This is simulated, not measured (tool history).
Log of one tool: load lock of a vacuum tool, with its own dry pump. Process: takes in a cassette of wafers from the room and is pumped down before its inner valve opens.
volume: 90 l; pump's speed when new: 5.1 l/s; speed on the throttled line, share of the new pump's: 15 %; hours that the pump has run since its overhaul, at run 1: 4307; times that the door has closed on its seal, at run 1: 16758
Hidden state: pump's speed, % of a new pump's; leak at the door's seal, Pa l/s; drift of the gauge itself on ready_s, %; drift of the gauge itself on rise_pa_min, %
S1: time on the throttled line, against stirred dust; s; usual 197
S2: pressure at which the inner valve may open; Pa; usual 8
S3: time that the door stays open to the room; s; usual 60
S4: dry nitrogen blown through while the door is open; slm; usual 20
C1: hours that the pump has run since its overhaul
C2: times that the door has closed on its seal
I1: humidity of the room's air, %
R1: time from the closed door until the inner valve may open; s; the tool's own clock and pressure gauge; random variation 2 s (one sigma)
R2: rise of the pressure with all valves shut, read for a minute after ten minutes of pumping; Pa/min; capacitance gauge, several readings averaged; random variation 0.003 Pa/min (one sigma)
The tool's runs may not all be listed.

run	hour	S1	S2	S3	S4	C1	C2	I1	R1	R2
1	0	197	8	60	20	4307	16758	45.4	334.7	0.005
2	78.8	197	8	60	12	4385	17052	46.6	335.6	0.011
3	185.7	197	8	60	12	4492	17450	44.2	334.8	0.008
4	239.8	197	8	60	6	4546	17651	42.7	337.3	0.013
5	322.2	197	8	60	20	4629	17958	46.4	335.8	0.009
6	395.8	197	8	60	20	4703	18232	44.5	336.8	0.01
7	488.8	197	8	60	20	4795	18579	45.5	335.5	0.007
8	561.2	197	8	60	20	4868	18848	44.5	331.2	0.004
9	631	197	8	60	25	4938	19108	43.1	335.2	0.007
10	741.3	197	8	60	34	5048	19519	43.7	335.7	0.009
11	872.2	197	8	60	34	5179	20006	47.1	334.1	0.009
12	942.4	197	8	60	34	5249	20268	42.7	337.4	0.002
13	1063.4	197	8	60	20	5370	20719	45.9	334.8	0.001
14	1169.9	197	8	60	20	5477	21115	45.2	328.8	0.007
15	1279.2	119	8	60	20	5586	21522	46.1	269.5	0
16	1337.4	119	8	60	20	5644	21739	46.9	268.3	0.02
17	1447.4	119	8	60	20	5754	22149	49	267.8	0.002
18	1527.5	372	6	228	20	5834	22447	41.4	490.6	0.016
19	1602	372	11	131	20	5909	22724	41.2	481.5	0.008
20	1722.8	189	9	60	20	6029	23174	46.7	325.4	0.003
21	1802.7	197	13	82	6	6109	23472	44.3	330	0.015
22	1898.1	197	13	82	6	6205	23827	46.4	323	0.018
23	1992.5	197	13	82	6	6299	24179	46.5	327	0.017
24	2050.9	329	8	60	8	6358	24396	43.5	453.5	0.011
25	2173.2	329	8	60	8	6480	24851	44.9	451.8	0.011
26	2239	378	12	44	41	6546	25097	42.2	481.6	0.004
27	2369.3	318	8	32	27	6676	25582	45.4	438.1	0.006
28	2464.6	135	8	83	27	6771	25937	40.3	282.6	0.005
29	2590.2	197	10	60	27	6897	26405	44.2	331.3	0.009
30	2715.2	198	8	232	20	7022	26870	43.7	336.3	0.008
31	2821.4	198	8	232	20	7128	27266	45.7	337.9	0.011
32	2891.4	198	8	232	20	7198	27526	47.8	335	0.014

3 ways to go on from here, each from the tool as it stands after run 32. What would each give?
A	3021.9	198	8	232	4	7329	28012	46.1	?	?
B	3021.9	302	16	155	20	7329	28012	47.5	?	?
C	3021.9	235	8	80	42	7329	28012	47.2	?	?

run	R1	R2
A	337.5	0.034
B	416.7	0.016
C	372.6	0.006
Without the tool's hidden state the same runs would have given:
run	R1	R2
A	337.5	0.033
B	416.6	0.015
C	372.6	0.005
